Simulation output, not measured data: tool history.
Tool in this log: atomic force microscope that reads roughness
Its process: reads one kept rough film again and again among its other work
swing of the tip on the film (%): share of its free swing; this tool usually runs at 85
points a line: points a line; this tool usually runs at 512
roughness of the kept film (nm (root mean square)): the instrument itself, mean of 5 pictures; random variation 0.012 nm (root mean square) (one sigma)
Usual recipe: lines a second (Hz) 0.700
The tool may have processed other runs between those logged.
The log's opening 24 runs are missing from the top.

| run | hour | lines a second (Hz) | swing of the tip on the film (%) | points a line | roughness of the kept film (nm (root mean square)) |
|---|---|---|---|---|---|
|  | 567.2 | new tip fitted |
| 25 | 575.2 | 2.670 | 75 | 577 | 2.281 |
| 26 | 609.0 | 1.115 | 79 | 301 | 1.941 |
| 27 | 632.5 | 2.117 | 85 | 512 | 1.538 |
| 28 | 664.1 | 2.117 | 85 | 512 | 1.290 |
|  | 686.3 | new tip fitted |
| 29 | 688.7 | 1.000 | 85 | 966 | 2.534 |
| 30 | 723.1 | 2.077 | 85 | 640 | 1.819 |
| 31 | 739.3 | 2.641 | 73 | 640 | 1.724 |
| 32 | 768.7 | 2.830 | 85 | 567 | 1.331 |
| 33 | 789.1 | 3.642 | 84 | 831 | 1.168 |
|  | 804.3 | new tip fitted |
| 34 | 815.9 | 3.642 | 84 | 831 | 2.028 |
| 35 | 844.9 | 0.594 | 76 | 920 | 2.073 |
| 36 | 880.0 | 3.377 | 84 | 428 | 1.381 |

Forecast each of these 3 alternatives for the next run:
| A | 910.1 | 1.376 | 84 | 380 | ? |
| B | 910.1 | 2.508 | 85 | 512 | ? |
| C | 910.1 | 0.700 | 66 | 626 | ? |

| run | roughness of the kept film (nm (root mean square)) |
|---|---|
| A | 1.340 |
| B | 1.238 |
| C | 1.460 |
Stripped of hidden state, with their random variation kept, the same runs would have yielded:
| run | roughness of the kept film (nm (root mean square)) |
|---|---|
| A | 2.585 |
| B | 2.390 |
| C | 2.817 |

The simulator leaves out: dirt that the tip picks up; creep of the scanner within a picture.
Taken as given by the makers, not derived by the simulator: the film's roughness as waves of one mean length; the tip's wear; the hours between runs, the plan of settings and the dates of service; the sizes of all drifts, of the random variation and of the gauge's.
